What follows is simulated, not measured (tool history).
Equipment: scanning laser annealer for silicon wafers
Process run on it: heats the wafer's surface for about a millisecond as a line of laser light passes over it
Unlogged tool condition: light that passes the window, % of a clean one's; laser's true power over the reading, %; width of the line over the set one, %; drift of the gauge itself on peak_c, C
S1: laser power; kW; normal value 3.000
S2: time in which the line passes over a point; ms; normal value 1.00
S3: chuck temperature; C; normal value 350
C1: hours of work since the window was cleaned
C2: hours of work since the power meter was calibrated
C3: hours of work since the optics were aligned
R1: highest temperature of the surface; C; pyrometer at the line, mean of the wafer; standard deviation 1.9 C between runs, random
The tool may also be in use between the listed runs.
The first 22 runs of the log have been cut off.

{"run": 23, "hour": 1480.2, "S1": 2.871, "S2": 0.9, "S3": 379, "C1": 195, "C2": 2052, "C3": 630, "R1": 1041}
{"run": 24, "hour": 1553.3, "S1": 2.871, "S2": 0.9, "S3": 379, "C1": 254, "C2": 2111, "C3": 689, "R1": 1034}
{"run": 25, "hour": 1613.4, "S1": 2.871, "S2": 0.9, "S3": 379, "C1": 302, "C2": 2159, "C3": 737, "R1": 1029}
{"hour": 1643.5, "done": "window over the wafer cleaned"}
{"run": 26, "hour": 1661.0, "S1": 2.559, "S2": 1.0, "S3": 351, "C1": 14, "C2": 2195, "C3": 773, "R1": 989}
{"run": 27, "hour": 1710.2, "S1": 2.559, "S2": 1.0, "S3": 351, "C1": 53, "C2": 2234, "C3": 812, "R1": 983}
{"run": 28, "hour": 1777.5, "S1": 2.559, "S2": 1.0, "S3": 351, "C1": 107, "C2": 2288, "C3": 866, "R1": 979}
{"run": 29, "hour": 1828.3, "S1": 2.559, "S2": 1.0, "S3": 351, "C1": 147, "C2": 2329, "C3": 907, "R1": 975}
{"run": 30, "hour": 1910.6, "S1": 2.763, "S2": 0.84, "S3": 322, "C1": 213, "C2": 2394, "C3": 972, "R1": 926}
{"run": 31, "hour": 1983.6, "S1": 2.763, "S2": 0.84, "S3": 322, "C1": 271, "C2": 2452, "C3": 1031, "R1": 919}
{"hour": 1994.1, "done": "optics aligned, line set to its width"}
{"hour": 2060.6, "done": "window over the wafer cleaned"}
{"run": 32, "hour": 2075.4, "S1": 2.934, "S2": 0.82, "S3": 318, "C1": 12, "C2": 2520, "C3": 63, "R1": 971}
{"run": 33, "hour": 2125.1, "S1": 3.0, "S2": 0.7, "S3": 360, "C1": 51, "C2": 2560, "C3": 103, "R1": 966}
{"run": 34, "hour": 2176.6, "S1": 3.02, "S2": 1.21, "S3": 370, "C1": 93, "C2": 2601, "C3": 144, "R1": 1202}
{"run": 35, "hour": 2234.8, "S1": 3.0, "S2": 1.21, "S3": 316, "C1": 139, "C2": 2647, "C3": 191, "R1": 1142}
{"run": 36, "hour": 2282.7, "S1": 3.007, "S2": 1.09, "S3": 350, "C1": 177, "C2": 2686, "C3": 229, "R1": 1120}
{"run": 37, "hour": 2324.7, "S1": 3.007, "S2": 1.09, "S3": 350, "C1": 211, "C2": 2719, "C3": 262, "R1": 1118}
{"run": 38, "hour": 2397.1, "S1": 3.0, "S2": 1.09, "S3": 358, "C1": 269, "C2": 2777, "C3": 320, "R1": 1118}
{"hour": 2468.3, "done": "window over the wafer cleaned"}
{"run": 39, "hour": 2469.6, "S1": 2.636, "S2": 0.91, "S3": 377, "C1": 1, "C2": 2833, "C3": 376, "R1": 1000}

Branching from run 39: 4 alternative next runs. What would each branch give?
{"run": "A", "hour": 2546.2, "S1": 3.0, "S2": 0.76, "S3": 350, "C1": 62, "C2": 2894, "C3": 437, "R1": "?"}
{"run": "B", "hour": 2546.2, "S1": 3.0, "S2": 1.1, "S3": 367, "C1": 62, "C2": 2894, "C3": 437, "R1": "?"}
{"run": "C", "hour": 2546.2, "S1": 2.636, "S2": 0.71, "S3": 337, "C1": 62, "C2": 2894, "C3": 437, "R1": "?"}
{"run": "D", "hour": 2546.2, "S1": 3.228, "S2": 1.0, "S3": 350, "C1": 62, "C2": 2894, "C3": 437, "R1": "?"}

run=A R1=978
run=B R1=1149
run=C R1=873
run=D R1=1144
Take away the tool's hidden state, keep each run's random variation, and the runs would have read:
run=A R1=1006
run=B R1=1184
run=C R1=897
run=D R1=1180
